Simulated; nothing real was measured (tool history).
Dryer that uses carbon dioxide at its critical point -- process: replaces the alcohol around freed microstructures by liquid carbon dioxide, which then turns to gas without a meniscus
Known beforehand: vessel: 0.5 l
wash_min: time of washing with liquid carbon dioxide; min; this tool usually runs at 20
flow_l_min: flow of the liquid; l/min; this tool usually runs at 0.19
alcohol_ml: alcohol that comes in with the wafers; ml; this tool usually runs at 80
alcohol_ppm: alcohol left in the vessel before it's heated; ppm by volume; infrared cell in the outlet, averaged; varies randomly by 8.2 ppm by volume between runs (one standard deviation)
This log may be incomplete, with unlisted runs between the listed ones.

run	day	wash_min	flow_l_min	alcohol_ml	alcohol_ppm
1	0	20	0.19	80	666
2	1.196	20	0.19	80	697
3	1.688	20	0.19	80	679
4	2.7	20	0.19	80	716
5	3.821	20	0.19	20	233
6	4.517	27	0.19	20	105
7	5.321	16	0.19	80	2069
8	6.096	16	0.19	80	1988
9	6.833	20	0.19	26	306
10	7.946	20	0.19	26	302
11	8.625	20	0.19	80	757
12	9.267	20	0.19	80	746
13	9.771	20	0.19	80	737
14	10.308	20	0.19	80	746
# day 11.033: inlet filter changed
15	11.196	20	0.19	80	517
16	11.717	20	0.188	80	543
17	12.496	20	0.188	80	553
18	13.575	20	0.188	80	557
19	14.675	20	0.19	38	298
20	15.817	20	0.181	94	793
21	16.604	20	0.181	94	777
22	17.654	31	0.175	86	136
23	18.421	31	0.15	93	246
24	19.338	31	0.15	93	242
25	20.446	28	0.15	24	182
26	20.933	30	0.148	51	204
27	21.725	30	0.148	51	210
28	22.25	25	0.148	51	442
29	22.746	29	0.192	68	136
30	23.571	25	0.17	68	309
31	24.604	20	0.285	80	145
32	25.796	20	0.285	80	136
33	26.738	31	0.229	107	119
34	27.529	22	0.229	92	211
35	28.117	22	0.229	92	215
36	29.154	22	0.229	92	212

Results per run with the tool's hidden condition removed, run-to-run variation unchanged:
Hidden state at play: flow that reaches the vessel past the clogged filter, %; alcohol in the recycled carbon dioxide, ppm; drift of the gauge itself on alcohol_ppm, %.
run	alcohol_ppm
1	422
2	438
3	423
4	442
5	108
6	21
7	1442
8	1377
9	153
10	145
11	442
12	428
13	420
14	423
15	430
16	452
17	457
18	455
19	201
20	667
21	646
22	37
23	133
24	132
25	75
26	91
27	95
28	304
29	29
30	178
31	32
32	22
33	9
34	80
35	82
36	81
